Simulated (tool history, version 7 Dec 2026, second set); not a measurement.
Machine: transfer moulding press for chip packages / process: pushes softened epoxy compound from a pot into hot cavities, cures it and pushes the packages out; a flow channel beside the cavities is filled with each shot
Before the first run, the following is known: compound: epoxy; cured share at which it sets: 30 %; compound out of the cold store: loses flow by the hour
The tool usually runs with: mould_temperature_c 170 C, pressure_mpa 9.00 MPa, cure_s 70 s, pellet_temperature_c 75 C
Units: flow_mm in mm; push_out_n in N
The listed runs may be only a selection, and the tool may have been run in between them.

run,day,mould_temperature_c,pressure_mpa,cure_s,pellet_temperature_c,incoming compound's hours out of the cold store,flow_mm,push_out_n
1,0.000,170,9.00,70,75,16.6,817,759
2,0.267,170,9.00,70,75,14.0,824,888
3,0.583,170,9.00,70,75,26.8,796,963
4,0.925,170,9.00,70,75,35.9,788,989
5,1.154,170,9.00,70,75,42.7,774,1059
6,1.333,170,9.00,70,75,41.2,774,1079
7,1.692,170,9.00,70,75,34.5,787,1178
# day 1.958: cavities cleaned with cleaning compound and waxed
8,1.983,170,9.00,70,77,47.5,766,758
9,2.221,170,9.00,70,77,9.9,827,848
10,2.433,170,9.00,70,77,39.0,774,900
11,2.792,170,9.00,70,77,12.3,821,1044
12,3.008,170,9.00,70,77,26.4,798,1050
13,3.371,170,9.00,76,75,38.3,779,914
# day 3.471: mould's thermocouples calibrated
14,3.733,170,9.00,76,75,16.5,814,961
# day 3.988: cavities cleaned with cleaning compound and waxed
15,4.158,170,9.00,76,75,28.8,793,658
16,4.450,174,8.82,62,78,31.6,765,902
17,4.688,174,8.82,62,78,39.7,756,967
18,5.083,176,10.23,54,75,15.0,850,1468
# day 5.371: mould's thermocouples calibrated, once more
19,5.371,165,7.89,102,75,36.8,743,718
20,5.629,168,10.94,78,75,43.5,851,1015
21,5.867,163,9.00,70,75,39.5,793,1921
# day 6.008: cavities cleaned with cleaning compound and waxed
22,6.208,163,9.00,70,75,28.0,816,1406

What if the next run were any one of these 5? Each begins from the tool's condition after run 22:
A,6.496,170,7.05,61,69,41.8,?,?
B,6.496,170,7.03,70,75,42.4,?,?
C,6.496,172,7.98,71,75,26.7,?,?
D,6.496,165,9.26,59,75,42.1,?,?
E,6.496,170,10.25,70,75,29.1,?,?

run,flow_mm,push_out_n
A,681,1327
B,677,882
C,740,773
D,796,1809
E,842,912
What these runs would have given with no unlogged condition in the tool:
run,flow_mm,push_out_n
A,692,1093
B,688,727
C,752,637
D,808,1493
E,855,751
